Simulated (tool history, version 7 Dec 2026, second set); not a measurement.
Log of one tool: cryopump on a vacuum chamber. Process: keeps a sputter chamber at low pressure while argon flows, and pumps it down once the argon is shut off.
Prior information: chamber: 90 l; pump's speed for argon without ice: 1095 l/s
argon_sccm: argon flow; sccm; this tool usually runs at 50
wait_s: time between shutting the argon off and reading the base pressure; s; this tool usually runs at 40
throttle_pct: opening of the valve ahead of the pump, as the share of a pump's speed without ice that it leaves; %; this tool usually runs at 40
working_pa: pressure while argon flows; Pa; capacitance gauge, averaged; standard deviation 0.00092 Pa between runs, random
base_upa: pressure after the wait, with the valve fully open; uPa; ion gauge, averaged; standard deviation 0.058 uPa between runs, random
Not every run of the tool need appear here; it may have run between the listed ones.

run	hour	argon_sccm	wait_s	throttle_pct	working_pa	base_upa
1	0.0	50	40	40	0.2245	4.83
# hour 47.0: pump warmed up, emptied and cooled again
2	106.0	50	40	40	0.1965	4.42
3	202.4	50	103	40	0.1978	2.50
4	281.5	50	103	40	0.2010	2.62
5	336.6	50	103	40	0.2046	2.64
6	395.0	50	103	40	0.2057	2.75
7	460.3	50	103	40	0.2065	2.68
8	522.6	50	103	27	0.3015	2.80
9	646.3	50	103	27	0.3076	3.01
10	763.4	50	40	40	0.2222	4.98
11	823.1	50	40	40	0.2234	5.04
# hour 870.4: pump warmed up, emptied and cooled again
12	902.0	50	75	40	0.1965	3.12
13	984.4	50	75	40	0.1969	3.19
14	1084.9	50	75	40	0.1997	3.33
15	1211.8	50	40	40	0.2053	4.90
16	1327.1	50	40	32	0.2590	5.16
17	1441.0	50	40	40	0.2158	5.25
18	1529.4	50	62	40	0.2196	4.16
19	1617.6	20	175	22	0.1531	2.82
# hour 1697.1: pump warmed up, emptied and cooled again
20	1703.8	65	25	22	0.4559	6.77
21	1832.0	96	50	40	0.3813	4.41
22	1925.7	93	37	32	0.4681	5.34
23	2051.4	93	55	41	0.3750	4.31
24	2165.3	50	23	55	0.1576	7.87
25	2268.7	50	23	55	0.1631	8.06
26	2355.4	50	23	55	0.1659	8.08
27	2436.6	50	56	40	0.2247	4.75
# hour 2525.4: pump warmed up, emptied and cooled again
28	2546.2	85	27	55	0.2400	6.93
29	2620.3	25	40	40	0.0979	5.38
30	2675.6	25	40	40	0.0994	5.28
31	2805.2	53	40	40	0.2158	5.58
32	2873.7	53	40	40	0.2187	5.43
33	2979.3	53	40	59	0.1577	5.50
34	3071.8	30	107	17	0.2863	3.70

Below are 4 alternative next runs, each starting from the tool's condition after run 34. Predict each:
A	3134.7	50	40	28	?	?
B	3134.7	50	74	40	?	?
C	3134.7	30	107	40	?	?
D	3134.7	30	107	16	?	?

run	working_pa	base_upa
A	0.2996	5.88
B	0.2167	4.22
C	0.1298	3.83
D	0.3046	3.83
With the hidden condition removed and each run's random variation left untouched, the same runs would have given:
run	working_pa	base_upa
A	0.2752	3.61
B	0.1924	2.01
C	0.1152	1.54
D	0.2899	1.53

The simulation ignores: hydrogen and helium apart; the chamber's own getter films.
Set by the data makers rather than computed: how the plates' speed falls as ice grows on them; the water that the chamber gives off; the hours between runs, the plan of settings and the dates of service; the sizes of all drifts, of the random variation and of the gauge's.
